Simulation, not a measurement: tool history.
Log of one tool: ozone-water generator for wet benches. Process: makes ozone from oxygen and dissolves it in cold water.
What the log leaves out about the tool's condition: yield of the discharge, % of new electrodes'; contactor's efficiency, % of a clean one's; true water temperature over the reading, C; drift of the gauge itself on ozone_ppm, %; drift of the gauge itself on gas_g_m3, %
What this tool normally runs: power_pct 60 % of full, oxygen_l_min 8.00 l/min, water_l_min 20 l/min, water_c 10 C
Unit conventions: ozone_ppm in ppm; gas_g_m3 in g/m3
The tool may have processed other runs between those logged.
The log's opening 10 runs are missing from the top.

run,hour,power_pct,oxygen_l_min,water_l_min,water_c,hours of work since the electrodes were changed,hours of work since the contactor was cleaned,hours of work since the thermometer was calibrated,ozone_ppm,gas_g_m3
# hour 641.7: water thermometer calibrated
11,649.5,60,8.00,26,10,1503,896,6,23.3,167.1
12,693.5,60,6.69,26,10,1539,931,42,22.4,176.8
13,742.9,60,6.69,26,10,1578,971,81,22.4,174.9
14,787.6,60,6.69,26,10,1614,1007,118,22.5,175.4
15,831.5,60,6.69,26,10,1650,1042,153,22.2,176.0
16,864.3,60,8.00,20,10,1676,1069,179,28.0,166.8
17,895.3,60,8.00,20,10,1701,1094,204,27.9,167.1
18,950.0,60,8.00,20,10,1745,1138,248,28.1,168.2
19,990.0,66,8.00,32,10,1777,1170,281,21.2,176.5
20,1036.3,62,8.00,26,10,1815,1207,318,23.8,169.7
21,1090.7,44,8.00,26,7,1859,1251,362,20.1,134.9
22,1140.6,60,4.60,20,10,1899,1291,402,24.4,198.1
23,1209.1,60,7.80,20,10,1954,1346,457,28.0,169.3
24,1246.7,60,6.18,20,10,1984,1377,487,26.6,180.0
25,1304.9,60,4.96,22,10,2031,1424,534,23.2,195.2
26,1381.6,51,11.43,20,7,2093,1485,596,28.1,133.5
27,1434.3,94,5.92,20,10,2135,1528,638,36.4,253.2
28,1504.8,60,8.00,20,13,2192,1585,695,26.5,165.3
29,1555.8,60,8.00,20,13,2233,1626,736,26.7,167.6
30,1614.1,60,8.00,26,10,2280,1673,783,23.4,166.9
31,1650.3,60,8.00,26,10,2309,1702,812,23.5,168.2
32,1721.8,57,8.00,13,10,2367,1759,870,35.0,162.9

Forecast each of these 3 alternatives for the next run:
A,1789.4,77,8.00,20,6,2421,1814,924,?,?
B,1789.4,57,4.14,13,8,2421,1814,924,?,?
C,1789.4,57,8.00,13,6,2421,1814,924,?,?

run,ozone_ppm,gas_g_m3
A,35.5,199.4
B,32.0,200.5
C,37.8,159.9
Without the tool's unlogged condition, the same runs would have read:
run,ozone_ppm,gas_g_m3
A,35.6,199.4
B,32.0,200.6
C,37.8,159.9
